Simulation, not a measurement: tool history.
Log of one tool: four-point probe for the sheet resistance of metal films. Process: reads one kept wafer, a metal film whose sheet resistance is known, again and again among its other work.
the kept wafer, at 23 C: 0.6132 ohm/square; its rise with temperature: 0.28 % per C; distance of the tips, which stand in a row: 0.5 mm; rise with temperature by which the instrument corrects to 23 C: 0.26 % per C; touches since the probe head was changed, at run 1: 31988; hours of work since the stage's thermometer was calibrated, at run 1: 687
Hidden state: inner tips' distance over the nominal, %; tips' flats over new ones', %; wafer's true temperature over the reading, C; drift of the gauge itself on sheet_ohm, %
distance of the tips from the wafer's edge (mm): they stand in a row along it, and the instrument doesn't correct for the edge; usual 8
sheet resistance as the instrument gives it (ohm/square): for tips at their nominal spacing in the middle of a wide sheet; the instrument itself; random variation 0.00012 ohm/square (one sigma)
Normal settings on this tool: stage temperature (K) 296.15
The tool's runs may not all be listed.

run	hour	stage temperature (K)	distance of the tips from the wafer's edge (mm)	touches since the probe head was changed	hours of work since the stage's thermometer was calibrated	sheet resistance as the instrument gives it (ohm/square)
1	0.0	296.15	8	31988	687	0.618864
2	26.1	296.15	8	32929	702	0.618642
3	47.7	296.15	8	33704	714	0.618651
4	77.1	296.15	8	34763	730	0.618769
5	89.2	296.15	8	35197	737	0.619138
6	101.8	296.15	8	35649	743	0.619000
7	129.7	296.15	8	36655	759	0.618980
8	157.5	296.15	8	37654	774	0.619068
9	186.6	296.15	8	38699	790	0.618942
10	213.7	296.15	8	39676	805	0.618842
11	240.0	303.15	34	40622	820	0.618438
12	269.4	303.15	34	41677	836	0.618556
13	281.5	303.15	34	42114	843	0.618653
14	295.7	299.15	8	42624	851	0.619430
15	309.7	299.15	8	43127	858	0.619726

Consider 5 possible next runs. They are alternatives, not a sequence: every one starts from the tool as it was left by run 15. What does each give?
A	322.2	295.15	8	43576	865	?
B	322.2	300.15	8	43576	865	?
C	322.2	300.15	8	43576	865	?
D	322.2	304.15	10	43576	865	?
E	322.2	298.15	5	43576	865	?

run	sheet resistance as the instrument gives it (ohm/square)
A	0.618888
B	0.619584
C	0.619391
D	0.619535
E	0.621250
Without the tool's hidden state the same runs would have given:
run	sheet resistance as the instrument gives it (ohm/square)
A	0.614217
B	0.614905
C	0.614714
D	0.614855
E	0.616561
